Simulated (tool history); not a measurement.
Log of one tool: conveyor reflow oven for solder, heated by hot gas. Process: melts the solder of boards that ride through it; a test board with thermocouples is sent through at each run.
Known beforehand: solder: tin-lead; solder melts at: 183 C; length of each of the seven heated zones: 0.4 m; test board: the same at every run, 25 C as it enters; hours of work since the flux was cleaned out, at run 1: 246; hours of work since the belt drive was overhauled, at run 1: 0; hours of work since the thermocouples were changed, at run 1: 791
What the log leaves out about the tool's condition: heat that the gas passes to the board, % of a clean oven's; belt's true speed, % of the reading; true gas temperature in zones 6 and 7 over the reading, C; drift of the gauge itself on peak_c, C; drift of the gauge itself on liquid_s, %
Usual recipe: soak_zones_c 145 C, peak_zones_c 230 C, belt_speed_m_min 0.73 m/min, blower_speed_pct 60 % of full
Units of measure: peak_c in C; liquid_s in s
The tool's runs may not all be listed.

| run | hour | soak_zones_c | peak_zones_c | belt_speed_m_min | blower_speed_pct | hours of work since the flux was cleaned out | hours of work since the belt drive was overhauled | hours of work since the thermocouples were changed | peak_c | liquid_s |
|---|---|---|---|---|---|---|---|---|---|---|
| 1 | 0 | 145 | 230 | 0.73 | 60 | 246 | 0 | 791 | 202.7 | 35.2 |
| 2 | 63.4 | 145 | 230 | 0.73 | 60 | 287 | 41 | 833 | 200.7 | 34.1 |
| 3 | 104.1 | 145 | 230 | 0.73 | 65 | 314 | 68 | 859 | 204.3 | 37.1 |
| 4 | 169.3 | 145 | 242 | 0.73 | 65 | 356 | 110 | 902 | 211.5 | 44.3 |
|  | 210.3 | flux residue cleaned out of gas plates and filters |
| 5 | 210.3 | 157 | 230 | 0.73 | 60 | 0 | 134 | 925 | 207.7 | 47.7 |
| 6 | 270.9 | 145 | 230 | 0.608 | 60 | 40 | 173 | 965 | 209.8 | 56.2 |
| 7 | 321.6 | 145 | 230 | 0.608 | 53 | 73 | 207 | 998 | 207.9 | 50.3 |
| 8 | 379.9 | 134 | 230 | 0.608 | 53 | 111 | 245 | 1036 | 205.3 | 43.1 |
| 9 | 423.7 | 145 | 230 | 0.73 | 60 | 139 | 273 | 1064 | 203.3 | 37.6 |
| 10 | 503.3 | 145 | 230 | 0.73 | 60 | 191 | 325 | 1116 | 202.4 | 36.3 |
| 11 | 577.1 | 145 | 230 | 0.73 | 60 | 239 | 373 | 1164 | 201.2 | 35.6 |
|  | 586 | belt drive overhauled, speed set with a stopwatch |
| 12 | 649.3 | 145 | 230 | 0.73 | 60 | 284 | 41 | 1209 | 200.8 | 34.6 |
| 13 | 709.2 | 145 | 230 | 0.73 | 60 | 323 | 80 | 1248 | 200.4 | 34.6 |
| 14 | 748.6 | 158 | 242 | 0.73 | 60 | 349 | 106 | 1274 | 212.9 | 51.4 |
|  | 802.8 | flux residue cleaned out of gas plates and filters |
| 15 | 807.5 | 145 | 230 | 0.804 | 60 | 3 | 141 | 1309 | 200.8 | 31.5 |
| 16 | 877.8 | 133 | 233 | 0.815 | 60 | 49 | 187 | 1355 | 197.9 | 23.6 |
| 17 | 954.1 | 133 | 233 | 0.815 | 60 | 99 | 237 | 1404 | 196.9 | 22.8 |
|  | 981.8 | belt drive overhauled, speed set with a stopwatch, once more |
| 18 | 996.3 | 141 | 218 | 0.815 | 60 | 124 | 9 | 1429 | 187.9 | 11.3 |
|  | 1062.1 | thermocouples of zones 6 and 7 changed |
| 19 | 1072.8 | 141 | 218 | 0.815 | 60 | 172 | 58 | 7 | 189.3 | 14 |
| 20 | 1129 | 145 | 230 | 0.814 | 71 | 209 | 95 | 44 | 203.1 | 32.9 |
| 21 | 1182.7 | 141 | 230 | 0.683 | 71 | 244 | 130 | 79 | 207.5 | 44.4 |
| 22 | 1218 | 141 | 230 | 0.683 | 71 | 267 | 153 | 102 | 207.7 | 44.2 |
| 23 | 1296.4 | 155 | 228 | 0.76 | 82 | 318 | 204 | 153 | 208.1 | 45 |

Branching from run 23: 4 alternative next runs. What would each branch give?
| A | 1360.9 | 145 | 230 | 0.73 | 52 | 360 | 246 | 195 | ? | ? |
| B | 1360.9 | 137 | 228 | 0.76 | 82 | 360 | 246 | 195 | ? | ? |
| C | 1360.9 | 145 | 230 | 0.73 | 58 | 360 | 246 | 195 | ? | ? |
| D | 1360.9 | 145 | 230 | 0.645 | 60 | 360 | 246 | 195 | ? | ? |

| run | peak_c | liquid_s |
|---|---|---|
| A | 198.5 | 28.5 |
| B | 203.6 | 34.3 |
| C | 200 | 32.9 |
| D | 205.8 | 45.7 |
What these runs would have given with no unlogged condition in the tool:
| run | peak_c | liquid_s |
|---|---|---|
| A | 202.1 | 33.9 |
| B | 208.1 | 39.6 |
| C | 203.8 | 38 |
| D | 209.3 | 50.1 |
